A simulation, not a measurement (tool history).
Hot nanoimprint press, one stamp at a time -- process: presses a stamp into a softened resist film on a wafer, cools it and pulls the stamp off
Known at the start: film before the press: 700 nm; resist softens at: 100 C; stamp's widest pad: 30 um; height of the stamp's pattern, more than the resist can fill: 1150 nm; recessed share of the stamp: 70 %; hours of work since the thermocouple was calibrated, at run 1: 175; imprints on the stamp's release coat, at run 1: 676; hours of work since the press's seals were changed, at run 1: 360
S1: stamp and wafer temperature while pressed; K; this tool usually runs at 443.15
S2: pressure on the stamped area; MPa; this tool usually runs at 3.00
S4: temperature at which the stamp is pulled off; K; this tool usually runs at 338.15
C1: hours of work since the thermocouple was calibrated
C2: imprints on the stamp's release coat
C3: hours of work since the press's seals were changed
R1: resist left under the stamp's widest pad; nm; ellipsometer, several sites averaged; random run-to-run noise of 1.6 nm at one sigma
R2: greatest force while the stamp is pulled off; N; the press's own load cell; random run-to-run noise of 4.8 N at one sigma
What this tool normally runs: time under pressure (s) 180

{"run": 1, "hour": 0.0, "S1": 443.15, "S2": 3.0, "time under pressure (s)": 180, "S4": 338.15, "C1": 175, "C2": 676, "C3": 360, "R1": 294.2, "R2": 242}
{"run": 2, "hour": 19.7, "S1": 443.15, "S2": 3.06, "time under pressure (s)": 180, "S4": 338.15, "C1": 185, "C2": 715, "C3": 370, "R1": 294.6, "R2": 236}
{"run": 3, "hour": 43.4, "S1": 443.15, "S2": 3.06, "time under pressure (s)": 180, "S4": 338.15, "C1": 197, "C2": 761, "C3": 382, "R1": 295.1, "R2": 241}
{"run": 4, "hour": 57.4, "S1": 443.15, "S2": 3.06, "time under pressure (s)": 180, "S4": 338.15, "C1": 204, "C2": 789, "C3": 389, "R1": 295.0, "R2": 241}
{"run": 5, "hour": 68.9, "S1": 443.15, "S2": 3.06, "time under pressure (s)": 180, "S4": 338.15, "C1": 210, "C2": 811, "C3": 395, "R1": 293.4, "R2": 239}
{"hour": 78.5, "done": "stamp cleaned and given a new release coat"}
{"run": 6, "hour": 87.0, "S1": 447.15, "S2": 3.0, "time under pressure (s)": 180, "S4": 338.15, "C1": 216, "C2": 17, "C3": 401, "R1": 256.3, "R2": 243}
{"run": 7, "hour": 110.2, "S1": 443.15, "S2": 4.06, "time under pressure (s)": 180, "S4": 338.15, "C1": 228, "C2": 63, "C3": 413, "R1": 262.6, "R2": 238}
{"run": 8, "hour": 130.7, "S1": 443.15, "S2": 4.06, "time under pressure (s)": 180, "S4": 338.15, "C1": 239, "C2": 103, "C3": 424, "R1": 260.3, "R2": 235}
{"run": 9, "hour": 143.4, "S1": 443.15, "S2": 2.13, "time under pressure (s)": 180, "S4": 338.15, "C1": 245, "C2": 128, "C3": 430, "R1": 343.9, "R2": 233}
{"run": 10, "hour": 158.6, "S1": 443.15, "S2": 2.13, "time under pressure (s)": 180, "S4": 338.15, "C1": 253, "C2": 158, "C3": 438, "R1": 343.0, "R2": 229}
{"run": 11, "hour": 180.1, "S1": 443.15, "S2": 2.13, "time under pressure (s)": 180, "S4": 338.15, "C1": 264, "C2": 200, "C3": 449, "R1": 338.5, "R2": 235}
{"run": 12, "hour": 200.5, "S1": 443.15, "S2": 2.13, "time under pressure (s)": 180, "S4": 338.15, "C1": 274, "C2": 240, "C3": 459, "R1": 342.6, "R2": 233}
{"run": 13, "hour": 226.4, "S1": 443.15, "S2": 3.16, "time under pressure (s)": 180, "S4": 338.15, "C1": 287, "C2": 291, "C3": 472, "R1": 291.3, "R2": 244}
{"run": 14, "hour": 242.0, "S1": 443.15, "S2": 3.16, "time under pressure (s)": 180, "S4": 338.15, "C1": 295, "C2": 322, "C3": 480, "R1": 287.7, "R2": 229}
{"run": 15, "hour": 267.0, "S1": 446.15, "S2": 1.98, "time under pressure (s)": 135, "S4": 338.15, "C1": 308, "C2": 371, "C3": 493, "R1": 356.6, "R2": 236}
{"run": 16, "hour": 280.7, "S1": 453.15, "S2": 2.6, "time under pressure (s)": 180, "S4": 336.15, "C1": 315, "C2": 398, "C3": 500, "R1": 222.3, "R2": 245}

Forecast run 17:
{"run": 17, "hour": 297.9, "S1": 443.15, "S2": 4.46, "time under pressure (s)": 180, "S4": 338.15, "C1": 324, "C2": 432, "C3": 509, "R1": "?", "R2": "?"}

Logged for run 17: R1 251.0 nm, R2 239 N.
Were there no unlogged condition in the tool, this run, its random variation unchanged, would have produced R1 250.4 nm, R2 237 N.
